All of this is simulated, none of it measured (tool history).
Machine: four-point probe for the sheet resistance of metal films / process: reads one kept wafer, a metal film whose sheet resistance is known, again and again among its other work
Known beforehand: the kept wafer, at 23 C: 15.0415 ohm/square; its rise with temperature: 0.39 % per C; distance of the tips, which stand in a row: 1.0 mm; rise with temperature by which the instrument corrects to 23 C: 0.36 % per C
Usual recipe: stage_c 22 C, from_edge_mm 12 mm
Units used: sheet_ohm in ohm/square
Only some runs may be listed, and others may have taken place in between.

| run | hour | stage_c | from_edge_mm | sheet_ohm |
|---|---|---|---|---|
| 1 | 0.0 | 22 | 12 | 15.091349 |
| 2 | 13.2 | 22 | 12 | 15.091100 |
| 3 | 26.0 | 22 | 12 | 15.095077 |
| 4 | 42.8 | 22 | 8 | 15.158878 |
| 5 | 60.6 | 22 | 4 | 15.519488 |
| 6 | 77.6 | 22 | 4 | 15.529963 |
| 7 | 90.1 | 22 | 8 | 15.162699 |
| 8 | 106.7 | 34 | 8 | 15.208361 |
| 9 | 120.4 | 34 | 8 | 15.210463 |
| 10 | 137.8 | 34 | 8 | 15.214047 |
| 11 | 153.6 | 22 | 12 | 15.088139 |
| 12 | 167.9 | 22 | 12 | 15.086982 |
| 13 | 186.2 | 22 | 6 | 15.251138 |
| 14 | 199.4 | 22 | 6 | 15.255248 |
| 15 | 207.5 | 22 | 6 | 15.259366 |
| 16 | 218.3 | 22 | 6 | 15.257613 |
| 17 | 226.5 | 19 | 12 | 15.079462 |
| 18 | 242.6 | 19 | 12 | 15.081784 |
| 19 | 255.8 | 24 | 12 | 15.098669 |
| 20 | 263.2 | 24 | 12 | 15.100259 |
| 21 | 280.5 | 24 | 12 | 15.098137 |
| 22 | 290.9 | 24 | 12 | 15.099588 |
| 23 | 299.7 | 28 | 17 | 15.087648 |
| 24 | 317.6 | 28 | 17 | 15.084917 |
| 25 | 327.1 | 31 | 34 | 15.075633 |
| 26 | 342.3 | 29 | 7 | 15.220580 |
| 27 | 353.5 | 34 | 10 | 15.161981 |
| 28 | 362.9 | 27 | 16 | 15.083813 |
| 29 | 378.9 | 27 | 16 | 15.086270 |
| 30 | 390.8 | 27 | 16 | 15.086426 |
| 31 | 401.5 | 20 | 65 | 15.026393 |
| 32 | 415.9 | 20 | 65 | 15.022753 |
| 33 | 424.7 | 20 | 16 | 15.058987 |
| 34 | 439.3 | 31 | 21 | 15.082325 |
| 35 | 457.0 | 26 | 4 | 15.537632 |
| 36 | 471.4 | 33 | 12 | 15.134179 |
| 37 | 489.3 | 33 | 12 | 15.135836 |
| 38 | 498.4 | 35 | 53 | 15.082968 |
|  | 507.5 | stage's thermometer calibrated |
| 39 | 514.6 | 35 | 53 | 15.038735 |
| 40 | 530.5 | 29 | 44 | 15.018276 |
| 41 | 548.1 | 26 | 5 | 15.318005 |
| 42 | 562.6 | 28 | 69 | 15.009211 |
| 43 | 577.0 | 28 | 69 | 15.011771 |
| 44 | 585.5 | 21 | 19 | 15.003744 |

A few steps of sheet_ohm between consecutive runs. Split each: what settings, incoming material and random variation would produce without the hidden state, and what is left over for the hidden state, along with gauge scatter present in only one of the two compared results (measured, and without hidden state):
Unlogged tool condition in this case: inner tips' distance over the nominal, %; tips' flats over new ones', %; wafer's true temperature over the reading, C; drift of the gauge itself on sheet_ohm, %.
Run 6 -> 7: from_edge_mm 4 -> 8. sheet_ohm -0.367264 ohm/square: hidden state -0.000217, all else -0.367047.
Run 7 -> 8: stage_c 22 -> 34. sheet_ohm +0.045662 ohm/square: hidden state -0.002051, all else +0.047713.
Run 33 -> 34: stage_c 20 -> 31, from_edge_mm 16 -> 21. sheet_ohm +0.023338 ohm/square: hidden state -0.002056, all else +0.025394.
Run 34 -> 35: stage_c 31 -> 26, from_edge_mm 21 -> 4. sheet_ohm +0.455307 ohm/square: hidden state +0.000572, all else +0.454735.
Run 35 -> 36: stage_c 26 -> 33, from_edge_mm 4 -> 12. sheet_ohm -0.403453 ohm/square: hidden state -0.001285, all else -0.402168.
Run 38 -> 39: stage's thermometer calibrated. sheet_ohm -0.044233 ohm/square: hidden state -0.045269, all else +0.001036.

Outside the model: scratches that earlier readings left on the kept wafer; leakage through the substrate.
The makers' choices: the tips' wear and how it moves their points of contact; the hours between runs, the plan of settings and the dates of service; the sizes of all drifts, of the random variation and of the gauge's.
